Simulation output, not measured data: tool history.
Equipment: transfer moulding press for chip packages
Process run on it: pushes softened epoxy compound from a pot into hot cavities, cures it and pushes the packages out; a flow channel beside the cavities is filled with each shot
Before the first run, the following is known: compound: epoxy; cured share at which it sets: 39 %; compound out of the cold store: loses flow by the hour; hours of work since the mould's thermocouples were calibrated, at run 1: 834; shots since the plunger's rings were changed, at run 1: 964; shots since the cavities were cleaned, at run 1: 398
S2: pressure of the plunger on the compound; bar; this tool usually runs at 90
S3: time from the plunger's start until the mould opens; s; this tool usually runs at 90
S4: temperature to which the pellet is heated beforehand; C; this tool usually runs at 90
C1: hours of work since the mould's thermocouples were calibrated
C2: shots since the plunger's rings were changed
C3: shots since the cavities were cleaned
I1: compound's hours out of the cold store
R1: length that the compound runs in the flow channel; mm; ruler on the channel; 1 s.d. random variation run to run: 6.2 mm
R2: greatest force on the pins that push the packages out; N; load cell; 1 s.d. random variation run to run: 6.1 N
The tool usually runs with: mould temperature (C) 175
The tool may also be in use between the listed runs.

run 1 day=0 | mould_temperature_(C)=175 S2=90 S3=90 S4=90 | C1=834 C2=964 C3=398 | I1=14 | R1=667 R2=338
-- day=2.258 mould's thermocouples calibrated
run 2 day=2.412 | mould_temperature_(C)=175 S2=90 S3=90 S4=90 | C1=2 C2=1557 C3=991 | I1=47.1 | R1=598 R2=391
-- day=3.038 cavities cleaned with cleaning compound and waxed
run 3 day=4.742 | mould_temperature_(C)=175 S2=90 S3=90 S4=90 | C1=29 C2=2136 C3=435 | I1=33.1 | R1=623 R2=499
run 4 day=5.875 | mould_temperature_(C)=175 S2=90 S3=90 S4=90 | C1=43 C2=2424 C3=723 | I1=16.9 | R1=645 R2=485
run 5 day=7.275 | mould_temperature_(C)=175 S2=90 S3=90 S4=90 | C1=60 C2=2781 C3=1080 | I1=16.9 | R1=648 R2=467
-- day=7.671 cavities cleaned with cleaning compound and waxed
-- day=8.346 cavities cleaned with cleaning compound and waxed, once more
run 6 day=9.388 | mould_temperature_(C)=175 S2=90 S3=90 S4=90 | C1=84 C2=3288 C3=266 | I1=33.6 | R1=610 R2=304
run 7 day=11.204 | mould_temperature_(C)=175 S2=90 S3=71 S4=90 | C1=106 C2=3752 C3=730 | I1=30.5 | R1=605 R2=556
-- day=12.892 cavities cleaned with cleaning compound and waxed
run 8 day=12.912 | mould_temperature_(C)=175 S2=90 S3=71 S4=90 | C1=126 C2=4171 C3=6 | I1=14.6 | R1=634 R2=368
run 9 day=14.912 | mould_temperature_(C)=175 S2=90 S3=71 S4=90 | C1=150 C2=4681 C3=516 | I1=40.4 | R1=587 R2=494
-- day=15.758 plunger's sealing rings changed
run 10 day=17.392 | mould_temperature_(C)=175 S2=90 S3=71 S4=90 | C1=179 C2=417 C3=1122 | I1=30.7 | R1=640 R2=596
-- day=17.554 cavities cleaned with cleaning compound and waxed
run 11 day=19.425 | mould_temperature_(C)=175 S2=90 S3=71 S4=90 | C1=202 C2=919 C3=477 | I1=47.4 | R1=616 R2=471
run 12 day=20.454 | mould_temperature_(C)=175 S2=90 S3=71 S4=90 | C1=215 C2=1181 C3=739 | I1=21.8 | R1=645 R2=568
-- day=22.088 cavities cleaned with cleaning compound and waxed
run 13 day=22.629 | mould_temperature_(C)=175 S2=90 S3=71 S4=90 | C1=240 C2=1720 C3=138 | I1=15.7 | R1=659 R2=420
run 14 day=24.379 | mould_temperature_(C)=175 S2=90 S3=71 S4=88 | C1=261 C2=2166 C3=584 | I1=25.7 | R1=645 R2=552
run 15 day=25.488 | mould_temperature_(C)=175 S2=99.2 S3=92 S4=90 | C1=275 C2=2449 C3=867 | I1=17.6 | R1=685 R2=388
-- day=26.629 cavities cleaned with cleaning compound and waxed
run 16 day=27.196 | mould_temperature_(C)=175 S2=93.2 S3=102 S4=98 | C1=295 C2=2869 C3=145 | I1=38.5 | R1=610 R2=238
run 17 day=28.183 | mould_temperature_(C)=175 S2=93.2 S3=102 S4=98 | C1=307 C2=3120 C3=396 | I1=31.4 | R1=634 R2=283
run 18 day=29.492 | mould_temperature_(C)=168 S2=93.2 S3=102 S4=98 | C1=323 C2=3454 C3=730 | I1=10.7 | R1=692 R2=425
-- day=31.2 cavities cleaned with cleaning compound and waxed
run 19 day=31.375 | mould_temperature_(C)=168 S2=90 S3=90 S4=90 | C1=345 C2=3918 C3=45 | I1=18.8 | R1=647 R2=353
run 20 day=33.3 | mould_temperature_(C)=168 S2=73.5 S3=90 S4=90 | C1=368 C2=4408 C3=535 | I1=35.5 | R1=556 R2=497
run 21 day=34.692 | mould_temperature_(C)=168 S2=73.5 S3=90 S4=90 | C1=385 C2=4763 C3=890 | I1=33.3 | R1=555 R2=543
-- day=35.321 plunger's sealing rings changed
-- day=35.942 cavities cleaned with cleaning compound and waxed
run 22 day=36.562 | mould_temperature_(C)=168 S2=73.5 S3=90 S4=90 | C1=405 C2=301 C3=159 | I1=38.9 | R1=584 R2=373
run 23 day=38.217 | mould_temperature_(C)=183 S2=73.5 S3=95 S4=90 | C1=425 C2=723 C3=581 | I1=28.2 | R1=557 R2=318
run 24 day=39.829 | mould_temperature_(C)=183 S2=71.5 S3=88 S4=97 | C1=445 C2=1134 C3=992 | I1=36.2 | R1=533 R2=334
-- day=40.454 cavities cleaned with cleaning compound and waxed
run 25 day=41.404 | mould_temperature_(C)=175 S2=90 S3=90 S4=86 | C1=463 C2=1520 C3=243 | I1=19.7 | R1=662 R2=291
run 26 day=42.612 | mould_temperature_(C)=177 S2=92.6 S3=78 S4=89 | C1=478 C2=1827 C3=550 | I1=21.9 | R1=636 R2=387
run 27 day=43.829 | mould_temperature_(C)=175 S2=90 S3=90 S4=82 | C1=492 C2=2138 C3=861 | I1=47.1 | R1=594 R2=377

Predict each of these 4 candidate next runs independently; none follows another, all start after run 27:
-- day=45.042 cavities cleaned with cleaning compound and waxed
run A day=45.179 | mould_temperature_(C)=175 S2=96.1 S3=90 S4=95 | C1=508 C2=2466 C3=35 | I1=17.4 | R1=? R2=?
-- day=45.042 cavities cleaned with cleaning compound and waxed
run B day=45.179 | mould_temperature_(C)=170 S2=84.9 S3=90 S4=90 | C1=508 C2=2466 C3=35 | I1=47.4 | R1=? R2=?
-- day=45.042 cavities cleaned with cleaning compound and waxed
run C day=45.179 | mould_temperature_(C)=175 S2=100.4 S3=90 S4=99 | C1=508 C2=2466 C3=35 | I1=9.5 | R1=? R2=?
-- day=45.042 cavities cleaned with cleaning compound and waxed
run D day=45.179 | mould_temperature_(C)=174 S2=68.8 S3=84 S4=82 | C1=508 C2=2466 C3=35 | I1=46.9 | R1=? R2=?

run=A R1=670 R2=246
run=B R1=591 R2=297
run=C R1=685 R2=235
run=D R1=524 R2=268
With no hidden state in the tool, these same runs would have given:
run=A R1=705 R2=237
run=B R1=622 R2=292
run=C R1=720 R2=226
run=D R1=551 R2=262

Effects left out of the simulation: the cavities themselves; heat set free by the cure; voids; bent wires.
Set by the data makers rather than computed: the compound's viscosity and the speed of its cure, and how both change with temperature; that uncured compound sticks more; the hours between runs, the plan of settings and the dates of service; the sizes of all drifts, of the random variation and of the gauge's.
